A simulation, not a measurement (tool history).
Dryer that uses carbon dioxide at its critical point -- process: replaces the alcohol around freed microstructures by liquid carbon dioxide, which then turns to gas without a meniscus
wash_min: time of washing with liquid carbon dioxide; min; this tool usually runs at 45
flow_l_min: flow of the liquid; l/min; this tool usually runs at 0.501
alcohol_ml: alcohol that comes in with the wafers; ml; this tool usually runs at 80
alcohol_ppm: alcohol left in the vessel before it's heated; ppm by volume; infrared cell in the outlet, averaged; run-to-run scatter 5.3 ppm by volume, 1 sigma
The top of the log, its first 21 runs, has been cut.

run	hour	wash_min	flow_l_min	alcohol_ml	alcohol_ppm
22	933.3	46	0.4	68	573
23	965.3	58	0.317	84	716
# hour 1004: inlet filter changed
24	1018.2	58	0.317	84	453
25	1052.2	34	0.655	98	346
26	1103	34	0.655	98	384
27	1148	34	0.655	98	413
28	1209.9	40	0.501	28	312
29	1269.2	28	0.456	28	749
30	1317.6	45	0.519	80	446
# hour 1323.6: purifier's bed changed
31	1367	45	0.442	39	212

Predict each of these 4 candidate next runs independently; none follows another, all start after run 31:
A	1403.4	52	0.759	80	?
B	1403.4	45	0.526	109	?
C	1403.4	49	0.442	28	?
D	1403.4	37	0.442	91	?

run	alcohol_ppm
A	44
B	327
C	138
D	1006
With no hidden state in the tool, these same runs would have given:
run	alcohol_ppm
A	11
B	134
C	56
D	536

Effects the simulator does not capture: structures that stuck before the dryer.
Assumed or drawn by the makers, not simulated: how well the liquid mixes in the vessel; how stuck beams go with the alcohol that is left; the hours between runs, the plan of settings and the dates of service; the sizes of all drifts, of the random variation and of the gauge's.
